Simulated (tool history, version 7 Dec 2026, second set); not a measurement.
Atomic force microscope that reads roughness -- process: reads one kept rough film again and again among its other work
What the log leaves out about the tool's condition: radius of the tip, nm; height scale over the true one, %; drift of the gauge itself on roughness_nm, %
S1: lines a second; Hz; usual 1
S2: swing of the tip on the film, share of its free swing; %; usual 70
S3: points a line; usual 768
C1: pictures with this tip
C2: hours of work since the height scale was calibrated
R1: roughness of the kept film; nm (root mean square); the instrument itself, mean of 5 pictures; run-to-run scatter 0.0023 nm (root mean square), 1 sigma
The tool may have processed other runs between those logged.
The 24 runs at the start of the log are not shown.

{"run": 25, "hour": 345.0, "S1": 2.2, "S2": 71, "S3": 498, "C1": 156, "C2": 192, "R1": 0.929}
{"run": 26, "hour": 366.1, "S1": 0.5, "S2": 70, "S3": 768, "C1": 172, "C2": 201, "R1": 1.029}
{"run": 27, "hour": 377.9, "S1": 2.3, "S2": 70, "S3": 278, "C1": 180, "C2": 206, "R1": 0.921}
{"run": 28, "hour": 395.0, "S1": 2.3, "S2": 70, "S3": 278, "C1": 193, "C2": 214, "R1": 0.919}
{"run": 29, "hour": 412.7, "S1": 1, "S2": 83, "S3": 309, "C1": 206, "C2": 221, "R1": 0.937}
{"run": 30, "hour": 426.2, "S1": 1, "S2": 83, "S3": 831, "C1": 216, "C2": 227, "R1": 0.95}
{"run": 31, "hour": 442.0, "S1": 1, "S2": 83, "S3": 831, "C1": 228, "C2": 234, "R1": 0.949}
{"run": 32, "hour": 460.8, "S1": 2.29, "S2": 63, "S3": 831, "C1": 242, "C2": 242, "R1": 0.973}

Consider 5 possible next runs. They are alternatives, not a sequence: every one starts from the tool as it was left by run 32. What does each give?
{"run": "A", "hour": 480.4, "S1": 1, "S2": 85, "S3": 778, "C1": 256, "C2": 250, "R1": "?"}
{"run": "B", "hour": 480.4, "S1": 1, "S2": 78, "S3": 768, "C1": 256, "C2": 250, "R1": "?"}
{"run": "C", "hour": 480.4, "S1": 0.51, "S2": 70, "S3": 768, "C1": 256, "C2": 250, "R1": "?"}
{"run": "D", "hour": 480.4, "S1": 0.64, "S2": 69, "S3": 384, "C1": 256, "C2": 250, "R1": "?"}
{"run": "E", "hour": 480.4, "S1": 1.92, "S2": 86, "S3": 831, "C1": 256, "C2": 250, "R1": "?"}

run=A R1=0.939
run=B R1=0.969
run=C R1=1.029
run=D R1=1.015
run=E R1=0.84
With the hidden condition removed and each run's random variation left untouched, the same runs would have given:
run=A R1=0.941
run=B R1=0.97
run=C R1=1.03
run=D R1=1.017
run=E R1=0.841
